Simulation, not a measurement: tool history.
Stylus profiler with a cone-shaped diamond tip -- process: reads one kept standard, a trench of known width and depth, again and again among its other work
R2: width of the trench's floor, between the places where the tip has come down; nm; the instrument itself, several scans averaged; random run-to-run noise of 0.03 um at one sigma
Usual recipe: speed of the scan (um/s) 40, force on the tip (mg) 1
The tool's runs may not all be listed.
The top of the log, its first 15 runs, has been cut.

run 16 hour=571.3 | speed_of_the_scan_(um/s)=18 force_on_the_tip_(mg)=0.7 | depth_of_the_trench_(Å)=1002.2 R2=98300
run 17 hour=619.3 | speed_of_the_scan_(um/s)=18 force_on_the_tip_(mg)=0.7 | depth_of_the_trench_(Å)=1003.5 R2=98280
run 18 hour=675.4 | speed_of_the_scan_(um/s)=11 force_on_the_tip_(mg)=1.14 | depth_of_the_trench_(Å)=1004.4 R2=98400
run 19 hour=702.2 | speed_of_the_scan_(um/s)=11 force_on_the_tip_(mg)=1.14 | depth_of_the_trench_(Å)=1005.4 R2=98350
run 20 hour=734.5 | speed_of_the_scan_(um/s)=41 force_on_the_tip_(mg)=0.95 | depth_of_the_trench_(Å)=1002.3 R2=98060
run 21 hour=772.4 | speed_of_the_scan_(um/s)=113 force_on_the_tip_(mg)=1.27 | depth_of_the_trench_(Å)=1005.3 R2=97510
-- hour=776.9 height scale calibrated on a step standard
run 22 hour=810.8 | speed_of_the_scan_(um/s)=41 force_on_the_tip_(mg)=0.47 | depth_of_the_trench_(Å)=1002 R2=97870
run 23 hour=838.5 | speed_of_the_scan_(um/s)=46 force_on_the_tip_(mg)=2.6 | depth_of_the_trench_(Å)=1009.3 R2=98210
run 24 hour=866.5 | speed_of_the_scan_(um/s)=32 force_on_the_tip_(mg)=1.08 | depth_of_the_trench_(Å)=1003.1 R2=98170
run 25 hour=918.9 | speed_of_the_scan_(um/s)=15 force_on_the_tip_(mg)=2.01 | depth_of_the_trench_(Å)=1005.3 R2=98310
run 26 hour=959.5 | speed_of_the_scan_(um/s)=15 force_on_the_tip_(mg)=2.94 | depth_of_the_trench_(Å)=1007.5 R2=98300
run 27 hour=1001.9 | speed_of_the_scan_(um/s)=23 force_on_the_tip_(mg)=1 | depth_of_the_trench_(Å)=1003.2 R2=98180
run 28 hour=1045.3 | speed_of_the_scan_(um/s)=118 force_on_the_tip_(mg)=0.53 | depth_of_the_trench_(Å)=1001.3 R2=96870
run 29 hour=1072.2 | speed_of_the_scan_(um/s)=14 force_on_the_tip_(mg)=0.9 | depth_of_the_trench_(Å)=1001.6 R2=98240
-- hour=1107 height scale calibrated on a step standard, once more
run 30 hour=1107.2 | speed_of_the_scan_(um/s)=12 force_on_the_tip_(mg)=2.77 | depth_of_the_trench_(Å)=1011 R2=98320

Alternative continuations, all from the tool just after run 30; predict every row:
run A hour=1163.6 | speed_of_the_scan_(um/s)=86 force_on_the_tip_(mg)=2.77 | depth_of_the_trench_(Å)=? R2=?
run B hour=1163.6 | speed_of_the_scan_(um/s)=143 force_on_the_tip_(mg)=1.03 | depth_of_the_trench_(Å)=? R2=?
run C hour=1163.6 | speed_of_the_scan_(um/s)=47 force_on_the_tip_(mg)=0.58 | depth_of_the_trench_(Å)=? R2=?
run D hour=1163.6 | speed_of_the_scan_(um/s)=100 force_on_the_tip_(mg)=1.34 | depth_of_the_trench_(Å)=? R2=?
run E hour=1163.6 | speed_of_the_scan_(um/s)=31 force_on_the_tip_(mg)=0.37 | depth_of_the_trench_(Å)=? R2=?

run=A depth_of_the_trench_(Å)=1013 R2=97820
run=B depth_of_the_trench_(Å)=1006.2 R2=97020
run=C depth_of_the_trench_(Å)=1004.7 R2=97770
run=D depth_of_the_trench_(Å)=1008 R2=97580
run=E depth_of_the_trench_(Å)=1004.4 R2=97870
Stripped of hidden state, with their random variation kept, the same runs would have yielded:
run=A depth_of_the_trench_(Å)=1012.8 R2=98240
run=B depth_of_the_trench_(Å)=1005.9 R2=97440
run=C depth_of_the_trench_(Å)=1004.4 R2=98190
run=D depth_of_the_trench_(Å)=1007.7 R2=98000
run=E depth_of_the_trench_(Å)=1004.1 R2=98280

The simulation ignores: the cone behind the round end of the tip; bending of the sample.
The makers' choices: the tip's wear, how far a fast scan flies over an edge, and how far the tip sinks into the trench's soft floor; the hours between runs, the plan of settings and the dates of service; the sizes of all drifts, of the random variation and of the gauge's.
